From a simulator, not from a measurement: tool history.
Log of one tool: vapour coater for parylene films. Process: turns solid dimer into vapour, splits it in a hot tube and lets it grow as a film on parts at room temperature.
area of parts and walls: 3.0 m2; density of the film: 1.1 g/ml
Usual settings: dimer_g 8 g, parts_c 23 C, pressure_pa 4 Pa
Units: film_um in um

run 1 hour=0 | dimer_g=8 parts_c=23 pressure_pa=4 | film_um=1.4
run 2 hour=37.4 | dimer_g=8 parts_c=23 pressure_pa=4 | film_um=1.4
run 3 hour=78.9 | dimer_g=8 parts_c=23 pressure_pa=4 | film_um=1.4
run 4 hour=158.5 | dimer_g=8 parts_c=23 pressure_pa=4 | film_um=1.39
run 5 hour=198.4 | dimer_g=8 parts_c=20 pressure_pa=4 | film_um=1.6
-- hour=206.9 trap's valve overhauled
run 6 hour=240.9 | dimer_g=8 parts_c=20 pressure_pa=4 | film_um=1.67
run 7 hour=304.1 | dimer_g=8 parts_c=20 pressure_pa=4 | film_um=1.67
run 8 hour=362.6 | dimer_g=8 parts_c=20 pressure_pa=4 | film_um=1.68
run 9 hour=441.9 | dimer_g=6 parts_c=23 pressure_pa=4 | film_um=1.07
run 10 hour=478.5 | dimer_g=9 parts_c=23 pressure_pa=4 | film_um=1.62
run 11 hour=556 | dimer_g=9 parts_c=23 pressure_pa=4 | film_um=1.62
run 12 hour=611 | dimer_g=9 parts_c=23 pressure_pa=4 | film_um=1.61
run 13 hour=670 | dimer_g=8 parts_c=23 pressure_pa=4 | film_um=1.43
run 14 hour=757.8 | dimer_g=8 parts_c=23 pressure_pa=4 | film_um=1.42
run 15 hour=827.4 | dimer_g=8 parts_c=23 pressure_pa=4 | film_um=1.43
run 16 hour=868.1 | dimer_g=9 parts_c=23 pressure_pa=10.34 | film_um=1.51
-- hour=941 trap's valve overhauled
run 17 hour=953.2 | dimer_g=9 parts_c=23 pressure_pa=10.34 | film_um=1.57
run 18 hour=1037.5 | dimer_g=9 parts_c=29 pressure_pa=9.3 | film_um=1.18
run 19 hour=1106.7 | dimer_g=9 parts_c=29 pressure_pa=9.3 | film_um=1.19
run 20 hour=1148.6 | dimer_g=10 parts_c=20 pressure_pa=11.47 | film_um=1.96
run 21 hour=1232.5 | dimer_g=10 parts_c=17 pressure_pa=11.47 | film_um=2.21
run 22 hour=1292.9 | dimer_g=10 parts_c=17 pressure_pa=11.47 | film_um=2.23
run 23 hour=1336.1 | dimer_g=12 parts_c=15 pressure_pa=3.65 | film_um=3.15
run 24 hour=1384.5 | dimer_g=8 parts_c=23 pressure_pa=3 | film_um=1.46
run 25 hour=1421.7 | dimer_g=8 parts_c=23 pressure_pa=3 | film_um=1.48
run 26 hour=1462.7 | dimer_g=8 parts_c=26 pressure_pa=5.78 | film_um=1.22
run 27 hour=1531 | dimer_g=8 parts_c=26 pressure_pa=5.78 | film_um=1.23
run 28 hour=1613.8 | dimer_g=8 parts_c=26 pressure_pa=5.78 | film_um=1.23
-- hour=1657.9 table's thermometer calibrated
run 29 hour=1658.1 | dimer_g=8 parts_c=26 pressure_pa=5.78 | film_um=1.12
-- hour=1678.4 trap's valve overhauled
run 30 hour=1743.9 | dimer_g=8 parts_c=26 pressure_pa=3.38 | film_um=1.25

4 ways to go on from here, each from the tool as it stands after run 30. What would each give?
run A hour=1805.5 | dimer_g=8 parts_c=21 pressure_pa=3.38 | film_um=?
run B hour=1805.5 | dimer_g=8 parts_c=22 pressure_pa=2.73 | film_um=?
run C hour=1805.5 | dimer_g=8 parts_c=28 pressure_pa=4 | film_um=?
run D hour=1805.5 | dimer_g=8 parts_c=22 pressure_pa=3.38 | film_um=?

run=A film_um=1.55
run=B film_um=1.52
run=C film_um=1.11
run=D film_um=1.46
Without the tool's hidden state the same runs would have given:
run=A film_um=1.57
run=B film_um=1.53
run=C film_um=1.12
run=D film_um=1.47
